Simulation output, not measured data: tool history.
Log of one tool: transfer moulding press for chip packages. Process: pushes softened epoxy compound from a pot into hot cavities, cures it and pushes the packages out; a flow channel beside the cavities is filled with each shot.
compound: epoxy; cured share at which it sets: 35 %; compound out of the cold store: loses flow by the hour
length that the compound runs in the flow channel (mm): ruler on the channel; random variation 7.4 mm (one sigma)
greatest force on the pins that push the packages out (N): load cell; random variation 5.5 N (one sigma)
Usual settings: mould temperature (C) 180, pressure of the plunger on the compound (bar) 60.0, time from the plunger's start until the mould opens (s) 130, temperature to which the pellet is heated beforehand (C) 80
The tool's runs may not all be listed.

run	hour	mould temperature (C)	pressure of the plunger on the compound (bar)	time from the plunger's start until the mould opens (s)	temperature to which the pellet is heated beforehand (C)	incoming compound's hours out of the cold store	length that the compound runs in the flow channel (mm)	greatest force on the pins that push the packages out (N)
1	0.0	180	60.0	130	80	14.6	829	191
2	21.6	180	60.0	130	86	24.3	781	240
3	38.2	184	60.0	130	80	27.7	753	243
4	58.8	180	60.0	130	86	24.3	769	302
5	80.3	180	60.0	130	80	38.3	708	319
# hour 98.8: cavities cleaned with cleaning compound and waxed
6	104.2	180	60.0	154	80	9.3	847	195
7	115.9	180	60.0	154	80	9.0	839	217
8	131.6	180	60.0	154	80	32.6	736	238
9	142.8	180	60.0	154	80	13.4	806	259
# hour 146.7: mould's thermocouples calibrated
10	165.7	180	60.0	154	80	40.4	707	268
11	185.3	180	60.0	154	80	45.1	685	299
12	197.6	180	60.0	154	80	29.8	742	309
# hour 200.4: cavities cleaned with cleaning compound and waxed
13	220.3	180	60.0	163	86	38.3	708	217
14	233.5	185	63.6	161	86	32.4	734	244
15	251.2	185	73.6	161	86	39.3	761	269
16	272.0	180	60.0	130	77	18.4	782	329
# hour 280.1: mould's thermocouples calibrated, once more
17	287.4	187	52.3	140	77	41.5	626	290
# hour 301.6: cavities cleaned with cleaning compound and waxed
18	307.0	180	66.6	140	88	32.6	749	198
19	326.5	183	60.0	130	85	29.1	718	238
20	338.1	180	60.0	111	80	42.9	671	313
21	355.1	180	60.0	113	80	16.2	785	362

Run 22 comes next. What will it give?
22	374.7	180	60.0	114	81	22.9	?	?

length that the compound runs in the flow channel (mm): 740
greatest force on the pins that push the packages out (N): 368
Without the tool's hidden state the same run would have given length that the compound runs in the flow channel (mm) 804, greatest force on the pins that push the packages out (N) 220.

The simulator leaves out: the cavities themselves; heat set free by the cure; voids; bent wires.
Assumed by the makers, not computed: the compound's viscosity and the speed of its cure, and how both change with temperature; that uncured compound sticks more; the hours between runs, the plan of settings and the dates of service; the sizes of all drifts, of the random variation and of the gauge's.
